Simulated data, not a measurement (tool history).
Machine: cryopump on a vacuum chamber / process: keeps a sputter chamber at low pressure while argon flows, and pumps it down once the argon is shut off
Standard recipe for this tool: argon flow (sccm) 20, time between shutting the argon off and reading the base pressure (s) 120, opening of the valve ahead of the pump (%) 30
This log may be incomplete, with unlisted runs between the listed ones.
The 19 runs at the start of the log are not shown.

| run | hour | argon flow (sccm) | time between shutting the argon off and reading the base pressure (s) | opening of the valve ahead of the pump (%) | pressure while argon flows (Pa) | pressure after the wait (uPa) |
|---|---|---|---|---|---|---|
| 20 | 1325.9 | 14 | 120 | 48 | 0.0256 | 0.52 |
| 21 | 1404.3 | 21 | 52 | 51 | 0.0371 | 0.74 |
| 22 | 1446.5 | 20 | 186 | 30 | 0.0567 | 0.57 |
| 23 | 1493.7 | 25 | 145 | 47 | 0.0494 | 0.61 |
| 24 | 1540.3 | 20 | 250 | 33 | 0.0535 | 0.59 |
|  | 1555.5 | pump warmed up, emptied and cooled again |
| 25 | 1635.9 | 20 | 250 | 33 | 0.0488 | 0.53 |
| 26 | 1678.2 | 8 | 71 | 25 | 0.026 | 0.73 |
| 27 | 1724.3 | 8 | 71 | 25 | 0.025 | 0.74 |
| 28 | 1808.4 | 8 | 71 | 25 | 0.0256 | 0.78 |
| 29 | 1869.5 | 28 | 186 | 25 | 0.0918 | 0.67 |
| 30 | 1961.5 | 28 | 186 | 25 | 0.0915 | 0.75 |
| 31 | 2028.4 | 19 | 195 | 23 | 0.0686 | 0.81 |
| 32 | 2105.5 | 12 | 71 | 30 | 0.0342 | 1.03 |
| 33 | 2201.6 | 20 | 216 | 30 | 0.0591 | 0.99 |
|  | 2214.2 | pump warmed up, emptied and cooled again |
| 34 | 2304.2 | 14 | 185 | 32 | 0.0352 | 0.79 |

Each row is a separate what-if for the run after 34, all from the same tool condition, not one after another. Results?
| A | 2345.2 | 29 | 126 | 30 | ? | ? |
| B | 2345.2 | 27 | 27 | 60 | ? | ? |
| C | 2345.2 | 26 | 24 | 30 | ? | ? |
| D | 2345.2 | 21 | 23 | 44 | ? | ? |

| run | pressure while argon flows (Pa) | pressure after the wait (uPa) |
|---|---|---|
| A | 0.0772 | 0.88 |
| B | 0.0374 | 1.27 |
| C | 0.0693 | 1.46 |
| D | 0.0386 | 1.54 |
With no hidden state in the tool, these same runs would have given:
| run | pressure while argon flows (Pa) | pressure after the wait (uPa) |
|---|---|---|
| A | 0.0752 | 0.29 |
| B | 0.0355 | 0.71 |
| C | 0.0674 | 0.87 |
| D | 0.0371 | 0.94 |

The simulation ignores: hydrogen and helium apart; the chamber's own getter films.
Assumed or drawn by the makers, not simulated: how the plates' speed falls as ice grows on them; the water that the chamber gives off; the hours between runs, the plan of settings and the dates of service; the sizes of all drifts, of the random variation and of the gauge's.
